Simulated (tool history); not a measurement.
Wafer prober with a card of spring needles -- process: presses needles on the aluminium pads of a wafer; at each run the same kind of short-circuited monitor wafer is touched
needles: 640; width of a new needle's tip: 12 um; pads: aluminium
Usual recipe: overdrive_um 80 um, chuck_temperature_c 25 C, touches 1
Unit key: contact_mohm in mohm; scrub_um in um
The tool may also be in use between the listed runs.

run 1 day=0.000 | overdrive_um=80 chuck_temperature_c=25 touches=1 | contact_mohm=268 scrub_um=11.145
-- day=0.600 tips cleaned on abrasive film
run 2 day=0.671 | overdrive_um=80 chuck_temperature_c=25 touches=1 | contact_mohm=249 scrub_um=11.116
run 3 day=1.179 | overdrive_um=80 chuck_temperature_c=25 touches=1 | contact_mohm=263 scrub_um=11.137
run 4 day=1.462 | overdrive_um=80 chuck_temperature_c=25 touches=1 | contact_mohm=271 scrub_um=11.125
run 5 day=1.771 | overdrive_um=80 chuck_temperature_c=25 touches=1 | contact_mohm=282 scrub_um=11.129
-- day=1.954 tips cleaned on abrasive film
-- day=2.171 height of the first contact set anew
run 6 day=2.200 | overdrive_um=95 chuck_temperature_c=25 touches=1 | contact_mohm=251 scrub_um=13.339
run 7 day=2.842 | overdrive_um=95 chuck_temperature_c=25 touches=1 | contact_mohm=270 scrub_um=13.358
run 8 day=3.279 | overdrive_um=80 chuck_temperature_c=25 touches=2 | contact_mohm=260 scrub_um=11.249
-- day=3.312 tips cleaned on abrasive film
run 9 day=3.850 | overdrive_um=80 chuck_temperature_c=25 touches=2 | contact_mohm=253 scrub_um=11.228
run 10 day=4.379 | overdrive_um=69 chuck_temperature_c=25 touches=2 | contact_mohm=266 scrub_um=9.688
-- day=4.646 tips cleaned on abrasive film
run 11 day=4.817 | overdrive_um=69 chuck_temperature_c=25 touches=2 | contact_mohm=248 scrub_um=9.687
run 12 day=5.450 | overdrive_um=69 chuck_temperature_c=25 touches=2 | contact_mohm=259 scrub_um=9.692
run 13 day=5.754 | overdrive_um=69 chuck_temperature_c=25 touches=2 | contact_mohm=267 scrub_um=9.664
-- day=5.996 tips cleaned on abrasive film
run 14 day=6.162 | overdrive_um=69 chuck_temperature_c=25 touches=2 | contact_mohm=244 scrub_um=9.669
run 15 day=6.796 | overdrive_um=69 chuck_temperature_c=25 touches=2 | contact_mohm=266 scrub_um=9.676
run 16 day=7.175 | overdrive_um=65 chuck_temperature_c=31 touches=2 | contact_mohm=273 scrub_um=9.102
-- day=7.346 tips cleaned on abrasive film
run 17 day=7.533 | overdrive_um=81 chuck_temperature_c=90 touches=2 | contact_mohm=263 scrub_um=11.348
run 18 day=7.871 | overdrive_um=84 chuck_temperature_c=112 touches=1 | contact_mohm=287 scrub_um=11.771
run 19 day=8.267 | overdrive_um=62 chuck_temperature_c=25 touches=1 | contact_mohm=292 scrub_um=8.665
-- day=8.708 tips cleaned on abrasive film
run 20 day=8.833 | overdrive_um=96 chuck_temperature_c=61 touches=3 | contact_mohm=248 scrub_um=13.454
run 21 day=9.212 | overdrive_um=96 chuck_temperature_c=61 touches=3 | contact_mohm=258 scrub_um=13.439
run 22 day=9.804 | overdrive_um=96 chuck_temperature_c=61 touches=3 | contact_mohm=262 scrub_um=13.446
-- day=10.071 tips cleaned on abrasive film
run 23 day=10.212 | overdrive_um=82 chuck_temperature_c=25 touches=1 | contact_mohm=249 scrub_um=11.474
run 24 day=10.625 | overdrive_um=96 chuck_temperature_c=25 touches=1 | contact_mohm=259 scrub_um=13.438
run 25 day=11.221 | overdrive_um=96 chuck_temperature_c=25 touches=1 | contact_mohm=278 scrub_um=13.431
-- day=11.404 tips cleaned on abrasive film
run 26 day=11.646 | overdrive_um=96 chuck_temperature_c=25 touches=1 | contact_mohm=253 scrub_um=13.438
run 27 day=12.275 | overdrive_um=96 chuck_temperature_c=25 touches=1 | contact_mohm=270 scrub_um=13.431
run 28 day=12.646 | overdrive_um=94 chuck_temperature_c=25 touches=1 | contact_mohm=273 scrub_um=13.150
-- day=12.738 tips cleaned on abrasive film
run 29 day=13.217 | overdrive_um=74 chuck_temperature_c=25 touches=2 | contact_mohm=255 scrub_um=10.331
run 30 day=13.804 | overdrive_um=71 chuck_temperature_c=36 touches=2 | contact_mohm=268 scrub_um=9.907

Here are 5 independent what-if runs from the current tool condition. What would each one return?
-- day=14.092 tips cleaned on abrasive film
run A day=14.492 | overdrive_um=61 chuck_temperature_c=91 touches=1 | contact_mohm=? scrub_um=?
-- day=14.092 tips cleaned on abrasive film
run B day=14.492 | overdrive_um=97 chuck_temperature_c=36 touches=2 | contact_mohm=? scrub_um=?
-- day=14.092 tips cleaned on abrasive film
run C day=14.492 | overdrive_um=72 chuck_temperature_c=90 touches=2 | contact_mohm=? scrub_um=?
-- day=14.092 tips cleaned on abrasive film
run D day=14.492 | overdrive_um=91 chuck_temperature_c=25 touches=2 | contact_mohm=? scrub_um=?
-- day=14.092 tips cleaned on abrasive film
run E day=14.492 | overdrive_um=80 chuck_temperature_c=29 touches=1 | contact_mohm=? scrub_um=?

run=A contact_mohm=281 scrub_um=8.490
run=B contact_mohm=254 scrub_um=13.560
run=C contact_mohm=265 scrub_um=10.047
run=D contact_mohm=248 scrub_um=12.701
run=E contact_mohm=261 scrub_um=11.167
Stripped of hidden state, with their random variation kept, the same runs would have yielded:
run=A contact_mohm=255 scrub_um=8.561
run=B contact_mohm=243 scrub_um=13.630
run=C contact_mohm=253 scrub_um=10.117
run=D contact_mohm=237 scrub_um=12.771
run=E contact_mohm=242 scrub_um=11.238

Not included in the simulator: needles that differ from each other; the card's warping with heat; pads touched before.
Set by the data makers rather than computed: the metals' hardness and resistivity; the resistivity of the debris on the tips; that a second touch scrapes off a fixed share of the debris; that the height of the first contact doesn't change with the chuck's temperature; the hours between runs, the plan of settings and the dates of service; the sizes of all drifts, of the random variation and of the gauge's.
